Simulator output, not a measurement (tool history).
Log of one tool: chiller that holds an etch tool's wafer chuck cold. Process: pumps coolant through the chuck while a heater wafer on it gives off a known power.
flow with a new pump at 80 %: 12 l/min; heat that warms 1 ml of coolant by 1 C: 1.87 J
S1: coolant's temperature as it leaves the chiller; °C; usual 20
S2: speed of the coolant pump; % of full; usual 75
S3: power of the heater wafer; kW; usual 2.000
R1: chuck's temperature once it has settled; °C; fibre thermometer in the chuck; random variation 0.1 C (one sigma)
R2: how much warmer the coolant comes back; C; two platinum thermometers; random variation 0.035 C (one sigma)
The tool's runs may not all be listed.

run	hour	S1	S2	S3	R1	R2
1	0.0	20	75	2.000	44.7	6.00
2	76.2	20	75	2.000	45.2	6.00
3	165.3	20	75	2.000	45.3	5.98
4	233.3	20	75	2.000	45.3	6.01
5	315.0	20	75	2.000	45.4	6.01
# hour 373.5: coolant changed, channels flushed
6	416.8	20	75	2.000	42.3	6.10
7	510.8	14	75	2.000	36.6	6.11
8	640.8	21	75	2.000	43.7	6.12
9	739.2	21	75	2.000	44.0	6.16
10	804.6	20	75	2.000	43.1	6.13
11	923.9	20	75	2.000	43.4	6.09
# hour 935.2: chiller's thermometer calibrated
12	1038.6	22	89	1.086	33.3	2.82
13	1168.9	22	89	1.086	33.5	2.79
# hour 1230.9: chiller's thermometer calibrated, once more
14	1251.8	15	89	1.086	26.1	2.80
15	1312.8	22	89	2.611	48.8	6.74
16	1414.2	13	76	1.584	31.6	4.90

Run 17 comes next. What will it give?
17	1508.8	11	76	1.584	?	?

R1: 29.9 °C
R2: 4.95 C
Without the tool's hidden state the same run would have given R1 27.6 °C, R2 4.51 C.

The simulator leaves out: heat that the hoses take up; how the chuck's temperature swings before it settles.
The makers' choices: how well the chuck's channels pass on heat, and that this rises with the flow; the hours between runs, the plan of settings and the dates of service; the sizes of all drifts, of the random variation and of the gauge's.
